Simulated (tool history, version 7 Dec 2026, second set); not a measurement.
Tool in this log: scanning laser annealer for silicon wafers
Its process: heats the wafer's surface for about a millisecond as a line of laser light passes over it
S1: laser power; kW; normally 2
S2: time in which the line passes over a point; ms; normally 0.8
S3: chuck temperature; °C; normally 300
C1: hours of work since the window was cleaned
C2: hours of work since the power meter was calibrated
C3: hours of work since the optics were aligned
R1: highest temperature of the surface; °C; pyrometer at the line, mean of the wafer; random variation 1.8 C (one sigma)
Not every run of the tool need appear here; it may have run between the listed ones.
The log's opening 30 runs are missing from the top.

Run 31, hour 1515.6: usual settings but S1 1.877 kW, S2 0.684 ms, S3 339 °C; C1 379; C2 260; C3 1155. Result: R1 992 °C.
At hour 1549.1: laser's power meter calibrated, once more.
Run 32, hour 1549.1: usual settings but S2 0.658 ms, S3 318 °C; C1 402; C2 0; C3 1179. Result: R1 992 °C.
At hour 1587: window over the wafer cleaned.
Run 33, hour 1594.4: usual settings but S1 2.165 kW, S2 0.658 ms, S3 316 °C; C1 6; C2 34; C3 1213. Result: R1 1065 °C.
Run 34, hour 1628.2: usual settings but S1 2.165 kW, S2 0.658 ms, S3 316 °C; C1 32; C2 60; C3 1239. Result: R1 1064 °C.
Run 35, hour 1680.8: usual settings but S1 1.778 kW; C1 73; C2 100; C3 1279. Result: R1 974 °C.
Run 36, hour 1710.5: usual settings but S1 1.778 kW; C1 96; C2 123; C3 1302. Result: R1 971 °C.
Run 37, hour 1749.9: usual settings but S1 1.778 kW; C1 126; C2 154; C3 1333. Result: R1 972 °C.
Run 38, hour 1782.5: usual settings but S1 1.778 kW; C1 151; C2 179; C3 1358. Result: R1 967 °C.
Run 39, hour 1839.3: usual settings but S1 2.184 kW, S2 0.908 ms, S3 307 °C; C1 195; C2 223; C3 1402. Result: R1 1179 °C.
Run 40, hour 1867.2: usual settings but S1 2.184 kW, S2 0.908 ms, S3 307 °C; C1 217; C2 245; C3 1424. Result: R1 1182 °C.

Alternative continuations, all from the tool just after run 40; predict every row:
Run A, hour 1923.1: usual settings but S1 1.951 kW, S2 0.827 ms, S3 314 °C; C1 260; C2 288; C3 1467. Result: R1 ?.
Run B, hour 1923.1: usual settings but S1 1.854 kW, S2 0.908 ms, S3 276 °C; C1 260; C2 288; C3 1467. Result: R1 ?.
Run C, hour 1923.1: usual settings but S1 2.145 kW, S2 0.633 ms; C1 260; C2 288; C3 1467. Result: R1 ?.
Run D, hour 1923.1: usual settings but S2 0.604 ms, S3 260 °C; C1 260; C2 288; C3 1467. Result: R1 ?.

run    R1
  A  1058
  B  1012
  C  1013
  D   909
Stripped of hidden state, with their random variation kept, the same runs would have yielded:
run    R1
  A  1088
  B  1042
  C  1042
  D   935
